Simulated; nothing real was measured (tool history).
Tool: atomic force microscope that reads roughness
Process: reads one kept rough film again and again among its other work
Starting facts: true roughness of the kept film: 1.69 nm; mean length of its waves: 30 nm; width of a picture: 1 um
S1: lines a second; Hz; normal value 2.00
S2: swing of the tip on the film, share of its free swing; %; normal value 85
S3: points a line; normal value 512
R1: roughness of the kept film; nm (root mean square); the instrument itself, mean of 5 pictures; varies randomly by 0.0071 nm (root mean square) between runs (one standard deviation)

run	day	S1	S2	S3	R1
1	0.000	2.00	85	512	1.297
2	0.879	2.00	85	512	1.274
3	2.325	2.00	85	512	1.231
4	3.629	2.80	85	512	1.171
# day 4.358: new tip fitted
5	5.375	2.00	85	512	1.402
6	6.704	2.00	85	512	1.362
7	8.212	0.70	85	512	1.367
8	9.475	2.00	85	512	1.261
# day 9.617: height scale calibrated on a step standard
9	11.142	2.00	85	512	1.214
10	13.000	2.00	85	512	1.166
# day 13.158: new tip fitted
11	14.604	2.00	85	512	1.377
# day 15.417: height scale calibrated on a step standard, once more
12	16.067	2.00	85	512	1.346
13	17.200	2.00	85	512	1.309
14	18.212	2.00	85	595	1.283
15	19.829	2.00	85	595	1.238
16	21.038	1.04	85	626	1.249
# day 21.962: new tip fitted
17	22.258	1.11	68	523	1.526
18	24.058	1.11	68	816	1.442
19	25.742	2.00	85	435	1.318
20	27.696	0.87	77	920	1.320
21	29.288	0.87	77	920	1.275
# day 30.725: new tip fitted
22	31.196	2.00	65	321	1.493
23	32.954	2.00	85	546	1.380
24	33.838	2.00	85	546	1.352
25	35.521	2.00	85	546	1.289
26	37.167	3.55	80	764	1.218
27	38.217	2.00	68	382	1.257
# day 39.508: new tip fitted
28	39.829	2.00	68	382	1.507

Alternative continuations, all from the tool just after run 28; predict every row:
A	40.667	1.00	68	512	?
B	40.667	2.06	84	865	?
C	40.667	1.60	74	512	?
D	40.667	0.94	85	512	?

run	R1
A	1.494
B	1.418
C	1.473
D	1.463
Without the tool's unlogged condition, the same runs would have read:
run	R1
A	1.551
B	1.471
C	1.529
D	1.519

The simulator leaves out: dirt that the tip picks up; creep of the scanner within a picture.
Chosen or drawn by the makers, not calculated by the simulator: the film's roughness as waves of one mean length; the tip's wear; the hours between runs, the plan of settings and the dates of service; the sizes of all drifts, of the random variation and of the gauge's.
